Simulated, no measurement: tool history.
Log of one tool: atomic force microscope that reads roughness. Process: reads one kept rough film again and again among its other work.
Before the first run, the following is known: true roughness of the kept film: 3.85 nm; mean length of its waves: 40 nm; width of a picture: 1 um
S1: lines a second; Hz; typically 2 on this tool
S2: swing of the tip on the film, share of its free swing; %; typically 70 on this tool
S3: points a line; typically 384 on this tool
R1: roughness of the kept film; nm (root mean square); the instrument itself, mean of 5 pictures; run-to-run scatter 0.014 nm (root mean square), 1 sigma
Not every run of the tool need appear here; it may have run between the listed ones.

Run 1, hour 0: usual settings. Result: R1 3.246 nm (root mean square).
Run 2, hour 25: usual settings. Result: R1 3.241 nm (root mean square).
Run 3, hour 49: usual settings. Result: R1 3.207 nm (root mean square).
Run 4, hour 64.4: usual settings. Result: R1 3.204 nm (root mean square).
At hour 84.4: new tip fitted.
Run 5, hour 89.2: usual settings. Result: R1 3.416 nm (root mean square).
Run 6, hour 106.8: usual settings but S3 743. Result: R1 3.401 nm (root mean square).
Run 7, hour 131.7: usual settings but S3 743. Result: R1 3.369 nm (root mean square).
Run 8, hour 147.5: usual settings but S3 743. Result: R1 3.418 nm (root mean square).
Run 9, hour 173.1: usual settings. Result: R1 3.37 nm (root mean square).
Run 10, hour 204.5: usual settings. Result: R1 3.333 nm (root mean square).
Run 11, hour 229.7: usual settings. Result: R1 3.302 nm (root mean square).
Run 12, hour 257.5: usual settings but S1 2.49 Hz. Result: R1 3.253 nm (root mean square).
At hour 260.8: height scale calibrated on a step standard.
Run 13, hour 290.1: usual settings but S1 0.77 Hz, S3 391. Result: R1 3.396 nm (root mean square).
Run 14, hour 304.4: usual settings but S2 76 %. Result: R1 3.178 nm (root mean square).
Run 15, hour 325.9: usual settings but S1 1.07 Hz, S2 76 %. Result: R1 3.287 nm (root mean square).
Run 16, hour 352.5: usual settings but S1 0.9 Hz, S2 56 %, S3 385. Result: R1 3.376 nm (root mean square).
Run 17, hour 367: usual settings but S1 0.9 Hz, S2 56 %, S3 385. Result: R1 3.371 nm (root mean square).
Run 18, hour 401: usual settings but S1 0.9 Hz, S2 56 %, S3 385. Result: R1 3.338 nm (root mean square).
At hour 416.7: new tip fitted.
Run 19, hour 427.3: usual settings but S1 0.62 Hz, S2 61 %, S3 529. Result: R1 3.573 nm (root mean square).
Run 20, hour 443.4: usual settings but S1 3.97 Hz, S2 86 %, S3 733. Result: R1 2.784 nm (root mean square).
At hour 459.9: height scale calibrated on a step standard, once more.
Run 21, hour 464.4: usual settings but S1 3.97 Hz, S2 86 %, S3 733. Result: R1 2.798 nm (root mean square).

Branching from run 21: 4 alternative next runs. What would each branch give?
Run A, hour 488: usual settings but S1 2.6 Hz, S2 67 %, S3 310. Result: R1 ?.
Run B, hour 488: usual settings but S1 1.46 Hz, S3 924. Result: R1 ?.
Run C, hour 488: usual settings but S1 3.43 Hz, S2 60 %, S3 257. Result: R1 ?.
Run D, hour 488: usual settings but S1 2.16 Hz, S2 63 %, S3 558. Result: R1 ?.

run     R1
  A  3.355
  B  3.443
  C  3.386
  D  3.457
With the hidden condition removed and each run's random variation left untouched, the same runs would have given:
run     R1
  A  3.413
  B  3.502
  C  3.444
  D  3.516

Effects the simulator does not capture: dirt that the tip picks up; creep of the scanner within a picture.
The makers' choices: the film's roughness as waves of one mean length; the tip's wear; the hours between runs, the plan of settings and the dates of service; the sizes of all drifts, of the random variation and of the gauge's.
